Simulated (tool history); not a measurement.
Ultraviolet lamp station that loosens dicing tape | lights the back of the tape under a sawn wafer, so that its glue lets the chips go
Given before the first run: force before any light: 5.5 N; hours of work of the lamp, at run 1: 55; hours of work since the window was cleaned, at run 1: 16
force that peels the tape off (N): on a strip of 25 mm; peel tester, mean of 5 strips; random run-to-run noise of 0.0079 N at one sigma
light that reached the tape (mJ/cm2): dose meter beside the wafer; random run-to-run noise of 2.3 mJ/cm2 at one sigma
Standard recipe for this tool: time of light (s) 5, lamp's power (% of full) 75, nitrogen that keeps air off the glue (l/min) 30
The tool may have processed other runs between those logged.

run,day,time of light (s),lamp's power (% of full),nitrogen that keeps air off the glue (l/min),hours of work of the lamp,hours of work since the window was cleaned,force that peels the tape off (N),light that reached the tape (mJ/cm2)
1,0,5,75,30,55,16,0.325,199
2,1.633,5,67,30,81,42,0.399,178
3,2.971,5,75,39,102,63,0.292,192
4,5.017,5,75,39,134,95,0.283,195
5,6.017,5,75,39,150,111,0.314,193
6,7.946,5,75,39,180,141,0.309,187
# day 8.15: window cleaned of glue's vapour
7,9.1,5,68,39,198,15,0.395,166
8,10.654,5,84,39,222,39,0.284,200
9,12.65,3,75,10,254,71,1.428,107
10,14.638,3,75,10,285,102,1.507,107
11,16.029,9,87,48,307,124,0.158,366
12,18.108,2,74,47,340,157,1.59,68
13,19.925,3,74,16,368,185,1.327,102
14,22.154,5,82,47,403,220,0.33,186

Run 15 has not been measured yet. What should we expect?
# day 22.929: window cleaned of glue's vapour, once more
15,23.921,3,69,55,431,16,?,?

Run 15 gave force that peels the tape off (N) 0.873, light that reached the tape (mJ/cm2) 99.
Take away the tool's hidden state, keep the run-to-run variation as it was, and the same run would have given force that peels the tape off (N) 0.717, light that reached the tape (mJ/cm2) 111.

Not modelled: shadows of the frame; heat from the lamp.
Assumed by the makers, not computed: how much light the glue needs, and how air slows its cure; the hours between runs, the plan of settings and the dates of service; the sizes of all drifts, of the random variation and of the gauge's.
